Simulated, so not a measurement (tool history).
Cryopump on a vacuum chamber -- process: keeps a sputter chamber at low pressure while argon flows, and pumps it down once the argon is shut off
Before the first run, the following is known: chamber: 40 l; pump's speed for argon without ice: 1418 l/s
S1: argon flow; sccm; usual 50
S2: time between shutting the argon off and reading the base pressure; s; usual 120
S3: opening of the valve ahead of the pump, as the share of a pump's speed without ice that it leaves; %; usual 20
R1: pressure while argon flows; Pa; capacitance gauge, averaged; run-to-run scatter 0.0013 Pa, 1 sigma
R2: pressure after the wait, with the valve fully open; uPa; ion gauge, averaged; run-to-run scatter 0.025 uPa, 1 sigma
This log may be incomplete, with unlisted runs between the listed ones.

run	hour	S1	S2	S3	R1	R2
1	0	50	120	20	0.3093	1.82
2	43.3	50	120	20	0.3109	1.85
3	92.1	50	120	20	0.3112	1.9
4	134.1	50	120	20	0.3113	1.93
# hour 160.5: pump warmed up, emptied and cooled again
5	177.5	50	120	20	0.2994	1.83
6	200.1	50	120	20	0.3008	1.88
7	247.6	50	120	25	0.2416	1.89
8	282.3	50	120	25	0.2419	1.94
9	310.4	50	120	20	0.3021	1.95
10	343.8	50	120	20	0.3016	2.02
11	366.9	94	120	20	0.5712	1.98
12	387.5	97	120	20	0.5853	2.01
13	408.8	50	27	20	0.3035	4.72
14	451.8	50	27	20	0.3029	4.65
15	479.5	50	120	28	0.2182	2.18
16	504.9	50	120	28	0.2162	2.23
# hour 528.3: leaking fittings of the chamber tightened, without venting
17	530.8	50	120	20	0.3038	0.99
18	568.3	23	26	36	0.0795	3.7
19	599.7	96	59	38	0.3157	1.81
20	622	55	105	45	0.1532	1.12
21	668.9	55	105	17	0.393	1.25
22	710.4	20	46	50	0.051	2.37
23	732.6	50	191	20	0.3065	0.9
24	758.8	50	69	20	0.3058	1.74
25	797.7	49	55	29	0.2121	2.06
26	829.9	50	218	58	0.113	0.97
27	863.4	39	55	40	0.1254	2.16
28	895	39	55	40	0.1245	2.27
29	918.3	39	55	40	0.126	2.25
30	952.8	27	267	38	0.092	1.04
31	988.5	29	173	16	0.223	1.18
32	1012.4	23	22	52	0.0588	4.76
33	1035.9	26	22	52	0.0675	4.77
# hour 1057.7: pump warmed up, emptied and cooled again
34	1071.7	90	58	47	0.2335	2.23

Predict each of these 3 candidate next runs independently; none follows another, all start after run 34:
A	1111.8	92	246	30	?	?
B	1111.8	50	60	20	?	?
C	1111.8	29	120	20	?	?

run	R1	R2
A	0.3724	1.06
B	0.301	2.19
C	0.1742	1.48
The same runs, with their run-to-run variation unchanged, on a tool lacking any hidden condition would have given:
run	R1	R2
A	0.3662	0.55
B	0.2976	1.68
C	0.1722	0.97
